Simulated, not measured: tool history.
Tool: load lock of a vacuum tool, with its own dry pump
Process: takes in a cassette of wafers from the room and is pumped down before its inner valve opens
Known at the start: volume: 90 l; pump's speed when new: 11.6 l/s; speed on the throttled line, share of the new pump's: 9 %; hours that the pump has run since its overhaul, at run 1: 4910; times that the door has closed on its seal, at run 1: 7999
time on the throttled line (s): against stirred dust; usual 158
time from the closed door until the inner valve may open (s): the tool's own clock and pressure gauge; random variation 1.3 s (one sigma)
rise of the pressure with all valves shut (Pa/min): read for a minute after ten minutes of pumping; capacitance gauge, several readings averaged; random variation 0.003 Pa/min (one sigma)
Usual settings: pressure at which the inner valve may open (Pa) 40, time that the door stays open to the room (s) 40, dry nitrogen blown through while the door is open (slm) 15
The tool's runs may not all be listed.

run    hour  time on the throttled line (s)  pressure at which the inner valve may open (Pa)  time that the door stays open to the room (s)  dry nitrogen blown through while the door is open (slm)  hours that the pump has run since its overhaul  times that the door has closed on its seal  incoming humidity of the room's air, %  time from the closed door until the inner valve may open (s)  rise of the pressure with all valves shut (Pa/min)
  1       0                             158                                               40                                             40                                                       15                                            4910                                        7999                                    47.6                                                         207.7                                               0.066
  2    79.5                             158                                               40                                             40                                                       15                                            4990                                        8309                                    43.8                                                           207                                               0.074
  3   211.2                             158                                               77                                             40                                                       15                                            5122                                        8824                                    46.3                                                         200.9                                               0.077
  4   282.8                             158                                               77                                             40                                                       15                                            5193                                        9104                                    46.4                                                         199.8                                                0.08
  5   413.9                             158                                               77                                             40                                                       15                                            5324                                        9616                                    46.7                                                         200.4                                               0.082
  6   543.4                             158                                               77                                             40                                                       15                                            5454                                       10122                                    42.5                                                         202.2                                               0.081
  7     661                             158                                               40                                             40                                                       15                                            5571                                       10581                                    42.7                                                         205.6                                               0.087
  8   759.7                             158                                               40                                             40                                                       15                                            5670                                       10966                                      47                                                         206.2                                               0.096
  9     865                             158                                               40                                             40                                                       15                                            5775                                       11378                                    42.6                                                         205.3                                                0.09
 10  1005.8                             158                                               40                                             40                                                       15                                            5916                                       11928                                      47                                                         206.7                                                 0.1
 11    1150                             158                                               40                                             40                                                       15                                            6060                                       12491                                      43                                                         201.8                                               0.107
 12  1279.2                             158                                               40                                             40                                                       36                                            6190                                       12996                                    49.4                                                         205.3                                               0.101
 13  1354.8                             158                                               40                                             40                                                       36                                            6265                                       13291                                      46                                                         205.9                                               0.102
 14  1484.7                             187                                               73                                             40                                                        8                                            6395                                       13798                                    43.2                                                         225.5                                                0.12
 15    1624                             298                                               63                                            123                                                        8                                            6534                                       14342                                    46.3                                                         327.9                                                0.17

The next listed run, before its measurement:
 16  1724.5                             298                                               63                                            123                                                        8                                            6635                                       14735                                    42.1                                                             ?                                                   ?

time from the closed door until the inner valve may open (s): 332
rise of the pressure with all valves shut (Pa/min): 0.166
Without the tool's hidden state the same run would have given time from the closed door until the inner valve may open (s) 330.5, rise of the pressure with all valves shut (Pa/min) 0.076.
